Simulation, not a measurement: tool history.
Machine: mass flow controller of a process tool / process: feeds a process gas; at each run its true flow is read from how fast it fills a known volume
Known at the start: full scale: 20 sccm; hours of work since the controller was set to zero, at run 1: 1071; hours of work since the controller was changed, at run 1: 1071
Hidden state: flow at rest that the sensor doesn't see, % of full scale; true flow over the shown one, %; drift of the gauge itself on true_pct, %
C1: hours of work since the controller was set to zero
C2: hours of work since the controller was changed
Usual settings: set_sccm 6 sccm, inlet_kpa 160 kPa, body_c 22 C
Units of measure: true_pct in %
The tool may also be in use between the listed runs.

run 1 day=0 | set_sccm=6 inlet_kpa=160 body_c=22 | C1=1071 C2=1071 | true_pct=98.87
run 2 day=13.2 | set_sccm=6 inlet_kpa=160 body_c=22 | C1=1295 C2=1295 | true_pct=99.12
run 3 day=35.567 | set_sccm=6 inlet_kpa=160 body_c=22 | C1=1673 C2=1673 | true_pct=99.51
run 4 day=56.504 | set_sccm=6 inlet_kpa=148 body_c=22 | C1=2028 C2=2028 | true_pct=99.81
run 5 day=69.512 | set_sccm=6 inlet_kpa=160 body_c=22 | C1=2248 C2=2248 | true_pct=100.06
run 6 day=84.438 | set_sccm=6 inlet_kpa=160 body_c=22 | C1=2500 C2=2500 | true_pct=100.2
run 7 day=94.438 | set_sccm=6 inlet_kpa=160 body_c=22 | C1=2669 C2=2669 | true_pct=100.38
run 8 day=108.175 | set_sccm=6 inlet_kpa=160 body_c=22 | C1=2902 C2=2902 | true_pct=100.54
run 9 day=125.35 | set_sccm=6 inlet_kpa=160 body_c=22 | C1=3192 C2=3192 | true_pct=101.01
run 10 day=135.946 | set_sccm=6 inlet_kpa=160 body_c=22 | C1=3372 C2=3372 | true_pct=101.12
run 11 day=153.9 | set_sccm=6 inlet_kpa=146 body_c=22 | C1=3675 C2=3675 | true_pct=101.38
run 12 day=170.304 | set_sccm=6 inlet_kpa=146 body_c=22 | C1=3953 C2=3953 | true_pct=101.59
run 13 day=192.117 | set_sccm=6 inlet_kpa=160 body_c=22 | C1=4322 C2=4322 | true_pct=101.91
run 14 day=205.533 | set_sccm=6 inlet_kpa=228 body_c=22 | C1=4549 C2=4549 | true_pct=102.34
run 15 day=222.038 | set_sccm=2 inlet_kpa=160 body_c=22 | C1=4828 C2=4828 | true_pct=108.41
run 16 day=237.262 | set_sccm=6 inlet_kpa=160 body_c=22 | C1=5086 C2=5086 | true_pct=102.62
run 17 day=253.479 | set_sccm=6 inlet_kpa=160 body_c=22 | C1=5360 C2=5360 | true_pct=103.03
run 18 day=265.688 | set_sccm=6 inlet_kpa=160 body_c=22 | C1=5567 C2=5567 | true_pct=103.18
run 19 day=284.35 | set_sccm=6 inlet_kpa=261 body_c=22 | C1=5882 C2=5882 | true_pct=103.79
run 20 day=300.229 | set_sccm=6 inlet_kpa=160 body_c=22 | C1=6151 C2=6151 | true_pct=103.6
-- day=313.3 controller's zero set anew
run 21 day=313.779 | set_sccm=6 inlet_kpa=160 body_c=22 | C1=8 C2=6380 | true_pct=99.89
run 22 day=331.938 | set_sccm=6 inlet_kpa=160 body_c=22 | C1=315 C2=6687 | true_pct=100.26
run 23 day=353.108 | set_sccm=6 inlet_kpa=160 body_c=22 | C1=674 C2=7045 | true_pct=100.65
run 24 day=368.192 | set_sccm=6 inlet_kpa=160 body_c=22 | C1=929 C2=7301 | true_pct=100.94
run 25 day=380.696 | set_sccm=6 inlet_kpa=226 body_c=22 | C1=1140 C2=7512 | true_pct=101.09
run 26 day=394.421 | set_sccm=12 inlet_kpa=211 body_c=22 | C1=1373 C2=7744 | true_pct=101.6
run 27 day=416.629 | set_sccm=20 inlet_kpa=211 body_c=32 | C1=1748 C2=8120 | true_pct=103.41
run 28 day=426.862 | set_sccm=16 inlet_kpa=183 body_c=31 | C1=1921 C2=8293 | true_pct=102.86
run 29 day=436.55 | set_sccm=12 inlet_kpa=160 body_c=23 | C1=2085 C2=8457 | true_pct=101.98
run 30 day=447.833 | set_sccm=9 inlet_kpa=160 body_c=31 | C1=2276 C2=8648 | true_pct=102.45
run 31 day=461.621 | set_sccm=3 inlet_kpa=160 body_c=35 | C1=2509 C2=8881 | true_pct=104.59
run 32 day=480.95 | set_sccm=2 inlet_kpa=151 body_c=31 | C1=2837 C2=9209 | true_pct=106.68
run 33 day=503.238 | set_sccm=2 inlet_kpa=151 body_c=31 | C1=3214 C2=9586 | true_pct=107.64
run 34 day=516.542 | set_sccm=2 inlet_kpa=183 body_c=31 | C1=3439 C2=9811 | true_pct=108.42
run 35 day=526.5 | set_sccm=8 inlet_kpa=276 body_c=23 | C1=3607 C2=9979 | true_pct=103.33
run 36 day=548.146 | set_sccm=5 inlet_kpa=197 body_c=22 | C1=3973 C2=10345 | true_pct=104.18
run 37 day=562.054 | set_sccm=5 inlet_kpa=169 body_c=22 | C1=4209 C2=10581 | true_pct=104.4
run 38 day=579.462 | set_sccm=5 inlet_kpa=169 body_c=22 | C1=4503 C2=10875 | true_pct=104.98
run 39 day=592.479 | set_sccm=7 inlet_kpa=169 body_c=22 | C1=4724 C2=11095 | true_pct=104.04
run 40 day=610.9 | set_sccm=8 inlet_kpa=277 body_c=32 | C1=5035 C2=11407 | true_pct=105.14
run 41 day=629.725 | set_sccm=6 inlet_kpa=242 body_c=33 | C1=5354 C2=11726 | true_pct=106.08
run 42 day=651.638 | set_sccm=8 inlet_kpa=241 body_c=25 | C1=5724 C2=12096 | true_pct=105.12
run 43 day=668.767 | set_sccm=8 inlet_kpa=241 body_c=25 | C1=6014 C2=12386 | true_pct=105.32
run 44 day=679.125 | set_sccm=10 inlet_kpa=164 body_c=22 | C1=6190 C2=12562 | true_pct=104.75
-- day=690.179 controller's zero set anew
run 45 day=692.858 | set_sccm=10 inlet_kpa=164 body_c=24 | C1=45 C2=12793 | true_pct=102.38
run 46 day=708.271 | set_sccm=4 inlet_kpa=153 body_c=24 | C1=306 C2=13054 | true_pct=101.86
run 47 day=726.979 | set_sccm=4 inlet_kpa=153 body_c=24 | C1=623 C2=13371 | true_pct=102.2
run 48 day=741.458 | set_sccm=6 inlet_kpa=209 body_c=27 | C1=868 C2=13616 | true_pct=102.85

Results for each run, recomputed without the tool's hidden state and with each run's random variation untouched:
run=1 true_pct=97.72
run=2 true_pct=97.75
run=3 true_pct=97.77
run=4 true_pct=97.74
run=5 true_pct=97.8
run=6 true_pct=97.7
run=7 true_pct=97.72
run=8 true_pct=97.66
run=9 true_pct=97.84
run=10 true_pct=97.78
run=11 true_pct=97.76
run=12 true_pct=97.69
run=13 true_pct=97.65
run=14 true_pct=97.87
run=15 true_pct=97.18
run=16 true_pct=97.65
run=17 true_pct=97.8
run=18 true_pct=97.74
run=19 true_pct=98.07
run=20 true_pct=97.62
run=21 true_pct=97.73
run=22 true_pct=97.79
run=23 true_pct=97.85
run=24 true_pct=97.89
run=25 true_pct=97.84
run=26 true_pct=98.69
run=27 true_pct=100.54
run=28 true_pct=99.79
run=29 true_pct=98.63
run=30 true_pct=98.7
run=31 true_pct=98.18
run=32 true_pct=97.7
run=33 true_pct=97.72
run=34 true_pct=97.99
run=35 true_pct=98.36
run=36 true_pct=97.64
run=37 true_pct=97.57
run=38 true_pct=97.83
run=39 true_pct=97.83
run=40 true_pct=99.03
run=41 true_pct=98.75
run=42 true_pct=98.45
run=43 true_pct=98.41
run=44 true_pct=98.35
run=45 true_pct=98.52
run=46 true_pct=97.62
run=47 true_pct=97.57
run=48 true_pct=98.2

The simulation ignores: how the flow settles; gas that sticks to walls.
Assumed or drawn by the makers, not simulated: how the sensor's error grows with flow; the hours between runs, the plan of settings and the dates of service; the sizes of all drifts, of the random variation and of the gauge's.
